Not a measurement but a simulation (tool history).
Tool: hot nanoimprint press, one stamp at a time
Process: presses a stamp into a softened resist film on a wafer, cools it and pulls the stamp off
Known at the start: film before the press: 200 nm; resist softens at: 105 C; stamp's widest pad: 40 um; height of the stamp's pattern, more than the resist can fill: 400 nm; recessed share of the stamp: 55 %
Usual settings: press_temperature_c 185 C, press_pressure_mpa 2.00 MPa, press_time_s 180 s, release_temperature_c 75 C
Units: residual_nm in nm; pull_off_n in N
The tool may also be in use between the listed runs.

run	hour	press_temperature_c	press_pressure_mpa	press_time_s	release_temperature_c	residual_nm	pull_off_n
1	0.0	185	2.00	180	75	97.4	240
2	13.2	185	2.00	180	75	97.1	237
3	19.4	185	2.00	180	75	97.3	247
4	29.5	185	2.63	180	75	85.8	245
5	38.6	185	1.31	180	75	116.1	245
6	47.0	185	1.31	180	75	115.4	257
7	55.3	185	1.31	180	75	115.9	257
8	61.4	185	1.31	180	75	115.0	243
9	70.7	185	1.31	180	75	115.4	250
10	82.3	185	2.00	219	75	90.6	250
11	94.9	185	2.00	219	75	91.2	244
12	103.2	185	2.00	180	75	98.0	252
13	113.7	185	2.00	180	68	97.6	286
# hour 130.7: stamp cleaned and given a new release coat
14	132.9	192	2.00	180	75	76.4	196
15	146.8	192	1.28	180	75	93.2	200
16	159.2	192	1.28	180	75	92.2	198
17	165.0	192	1.28	180	75	94.8	198
18	175.4	181	2.44	180	65	105.4	228
19	184.6	196	1.24	297	61	68.4	240
20	198.2	173	3.07	180	75	126.0	210

Run 21 comes next. What will it give?
21	205.3	173	3.07	180	75	?	?

{"run 21": {"residual_nm": 127.1, "pull_off_n": 208}}
Without the tool's hidden state the same run would have given residual_nm 121.3 nm, pull_off_n 194 N.
